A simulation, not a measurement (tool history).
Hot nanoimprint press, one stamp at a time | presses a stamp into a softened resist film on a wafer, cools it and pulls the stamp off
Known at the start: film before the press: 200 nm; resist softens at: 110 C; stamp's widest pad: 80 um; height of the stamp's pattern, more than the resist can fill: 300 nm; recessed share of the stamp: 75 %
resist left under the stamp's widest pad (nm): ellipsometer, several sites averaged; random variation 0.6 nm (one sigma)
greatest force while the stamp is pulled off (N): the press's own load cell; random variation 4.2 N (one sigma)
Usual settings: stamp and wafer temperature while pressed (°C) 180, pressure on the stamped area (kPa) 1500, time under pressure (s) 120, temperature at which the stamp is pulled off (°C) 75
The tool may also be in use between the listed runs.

run,day,stamp and wafer temperature while pressed (°C),pressure on the stamped area (kPa),time under pressure (s),temperature at which the stamp is pulled off (°C),resist left under the stamp's widest pad (nm),greatest force while the stamp is pulled off (N)
1,0.000,180,1500,120,75,100.5,250
2,0.208,180,1500,120,75,98.6,249
3,0.454,180,1500,120,75,100.1,261
4,0.900,180,1500,120,75,99.3,260
5,1.271,180,1500,120,75,99.4,259
6,1.638,180,1500,120,75,99.3,280
7,1.933,180,1500,120,75,99.4,274
8,2.325,180,1500,120,75,100.9,267
9,2.679,180,1500,120,75,99.5,272
10,3.088,180,1500,120,75,100.2,268
11,3.508,180,1500,120,75,99.6,269
12,3.800,180,1500,120,75,100.0,282
13,4.242,182,1500,120,75,91.9,290
14,4.550,180,1020,120,75,121.4,287
15,4.812,180,1500,77,75,114.3,283
# day 4.971: plate thermocouple calibrated
16,5.417,180,1500,77,75,116.7,293
17,5.725,180,1500,77,75,114.8,288
18,6.117,180,1960,105,75,93.2,288
19,6.354,180,1500,97,75,108.2,286
20,6.717,192,990,83,83,87.3,281
21,7.175,175,990,156,66,141.1,319
22,7.417,175,990,156,66,140.7,317
# day 7.888: plate thermocouple calibrated, once more
23,7.971,175,990,156,66,134.8,310
24,8.442,185,1680,120,75,72.9,307
25,8.921,185,1680,120,75,72.5,322
26,9.133,185,1680,180,61,62.6,336
27,9.388,180,930,154,78,115.2,312
28,9.771,180,930,154,78,115.3,305
29,10.083,173,2120,123,66,112.7,334

3 ways to go on from here, each from the tool as it stands after run 29. What would each give?
A,10.521,190,2120,123,68,?,?
B,10.521,171,1050,236,66,?,?
C,10.521,180,1500,194,75,?,?

run,resist left under the stamp's widest pad (nm),greatest force while the stamp is pulled off (N)
A,50.9,346
B,138.6,335
C,84.0,312
Without the tool's hidden state the same runs would have given:
run,resist left under the stamp's widest pad (nm),greatest force while the stamp is pulled off (N)
A,49.5,223
B,137.4,215
C,82.5,201
